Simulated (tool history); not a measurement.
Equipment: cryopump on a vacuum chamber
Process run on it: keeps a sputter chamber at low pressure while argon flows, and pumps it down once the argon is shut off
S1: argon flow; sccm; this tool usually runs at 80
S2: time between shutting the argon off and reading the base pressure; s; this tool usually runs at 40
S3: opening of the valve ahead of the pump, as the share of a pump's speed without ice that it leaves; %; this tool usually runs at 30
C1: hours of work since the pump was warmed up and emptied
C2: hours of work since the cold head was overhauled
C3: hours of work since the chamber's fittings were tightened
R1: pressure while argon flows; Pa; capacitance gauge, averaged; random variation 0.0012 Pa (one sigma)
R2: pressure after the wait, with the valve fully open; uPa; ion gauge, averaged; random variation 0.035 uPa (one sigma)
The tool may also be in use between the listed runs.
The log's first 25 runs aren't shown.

| run | hour | S1 | S2 | S3 | C1 | C2 | C3 | R1 | R2 |
|---|---|---|---|---|---|---|---|---|---|
| 26 | 1311.3 | 104 | 229 | 36 | 95 | 2068 | 926 | 0.3007 | 1.17 |
| 27 | 1354.9 | 83 | 40 | 30 | 121 | 2094 | 952 | 0.2915 | 2.67 |
| 28 | 1416.8 | 53 | 40 | 31 | 157 | 2131 | 989 | 0.1796 | 2.73 |
| 29 | 1459.0 | 71 | 40 | 17 | 183 | 2156 | 1014 | 0.4354 | 2.68 |
| 30 | 1510.8 | 71 | 40 | 17 | 213 | 2187 | 1045 | 0.4381 | 2.73 |
| 31 | 1542.9 | 148 | 40 | 30 | 232 | 2206 | 1064 | 0.5190 | 2.81 |
| 32 | 1610.9 | 149 | 67 | 28 | 273 | 2246 | 1104 | 0.5583 | 2.11 |
| 33 | 1662.7 | 149 | 67 | 28 | 303 | 2277 | 1135 | 0.5662 | 2.16 |
| 34 | 1713.6 | 149 | 123 | 49 | 334 | 2307 | 1165 | 0.3316 | 1.68 |

Consider 4 possible next runs. They are alternatives, not a sequence: every one starts from the tool as it was left by run 34. What does each give?
| A | 1778.8 | 35 | 21 | 30 | 372 | 2346 | 1204 | ? | ? |
| B | 1778.8 | 101 | 101 | 30 | 372 | 2346 | 1204 | ? | ? |
| C | 1778.8 | 95 | 299 | 49 | 372 | 2346 | 1204 | ? | ? |
| D | 1778.8 | 80 | 23 | 55 | 372 | 2346 | 1204 | ? | ? |

| run | R1 | R2 |
|---|---|---|
| A | 0.1248 | 4.52 |
| B | 0.3621 | 1.77 |
| C | 0.2118 | 1.35 |
| D | 0.1614 | 4.22 |
The same runs, with their run-to-run variation unchanged, on a tool lacking any hidden condition would have given:
| run | R1 | R2 |
|---|---|---|
| A | 0.1191 | 3.54 |
| B | 0.3456 | 0.82 |
| C | 0.1963 | 0.39 |
| D | 0.1482 | 3.24 |
